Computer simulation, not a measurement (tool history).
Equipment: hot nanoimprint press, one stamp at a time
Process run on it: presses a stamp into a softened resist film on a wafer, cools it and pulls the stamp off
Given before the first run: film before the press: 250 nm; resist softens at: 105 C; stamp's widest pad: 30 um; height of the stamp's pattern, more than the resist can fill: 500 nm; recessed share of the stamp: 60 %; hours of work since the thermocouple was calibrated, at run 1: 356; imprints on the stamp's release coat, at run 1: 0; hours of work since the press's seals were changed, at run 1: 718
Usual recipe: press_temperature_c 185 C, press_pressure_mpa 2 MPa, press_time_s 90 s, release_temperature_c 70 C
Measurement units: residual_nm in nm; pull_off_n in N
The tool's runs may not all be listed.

run	hour	press_temperature_c	press_pressure_mpa	press_time_s	release_temperature_c	hours of work since the thermocouple was calibrated	imprints on the stamp's release coat	hours of work since the press's seals were changed	residual_nm	pull_off_n
1	0	185	2	90	70	356	0	718	112.7	228
# hour 8.4: plate thermocouple calibrated
2	32.1	185	2	90	70	14	121	735	111.7	235
3	69.3	185	2	90	70	37	275	758	112.4	233
4	102.6	185	2	89	70	57	414	778	113.2	234
5	130.8	185	2	66	70	75	531	796	125.8	232
6	150.7	185	2	66	70	87	613	808	125	245
7	178.2	185	2	66	70	104	727	824	126.2	230
8	202.6	185	2	90	70	118	828	839	112.4	237
9	232.3	185	2	90	70	137	952	857	112.3	234
10	257.6	185	2	138	70	152	1057	873	94.5	236
11	295.8	185	2	138	70	175	1215	896	94.1	219
12	332.6	185	2	90	70	198	1368	919	112.7	237
13	354	185	2	90	70	211	1457	932	112.9	236
14	378.6	185	2	90	70	226	1559	947	112.4	231
15	396.3	185	2	90	71	237	1632	957	111.5	229
16	425.6	185	2	90	71	254	1754	975	113.3	224
17	447.3	185	1.52	90	60	268	1844	989	125.8	289
18	465.4	197	2	90	73	279	1919	1000	81.5	220
19	491.5	197	2	90	73	295	2027	1016	80.7	217
20	518.1	196	2.03	90	59	311	2138	1032	82.4	284
21	547.6	178	1.71	90	59	329	2260	1050	144.8	285
22	583.1	189	2	90	62	350	2407	1071	100.4	271
# hour 593.4: stamp cleaned and given a new release coat
# hour 604.4: plate thermocouple calibrated
23	625.7	189	2	90	62	13	121	1092	101.3	280
24	653.2	177	1.82	135	69	30	236	1109	125	233
25	678.2	191	2	90	70	45	339	1124	94.9	232
# hour 689.3: press's hydraulic seals changed and the load cell set to zero
26	704	181	2.89	50	74	56	413	9	135.1	210
27	720.8	181	2.89	50	74	66	483	19	134.7	210
28	755.2	181	2.89	58	76	87	626	40	128	213
29	776.8	181	2.89	58	76	100	715	53	128.2	208
30	802.3	181	2.89	69	76	116	821	69	119.8	209

Hidden condition of the tool, last listed run before each entry between runs versus first listed run after:
Between runs 1 and 2: plate thermocouple calibrated (hour 8.4)
  true temperature over the reading, C: -0.02 -> 0
Between runs 22 and 23: stamp cleaned and given a new release coat (hour 593.4); plate thermocouple calibrated (hour 604.4)
  true temperature over the reading, C: -0.02 -> 0; grip of the stamp's worn release coat, % over a new coat's: 1 -> 0
Between runs 25 and 26: press's hydraulic seals changed and the load cell set to zero (hour 689.3)
  true temperature over the reading, C: 0 -> -0.01; pressure that arrives at the usual setting, %: 99.81 -> 99.99; grip of the stamp's worn release coat, % over a new coat's: 0.1 -> 0.2
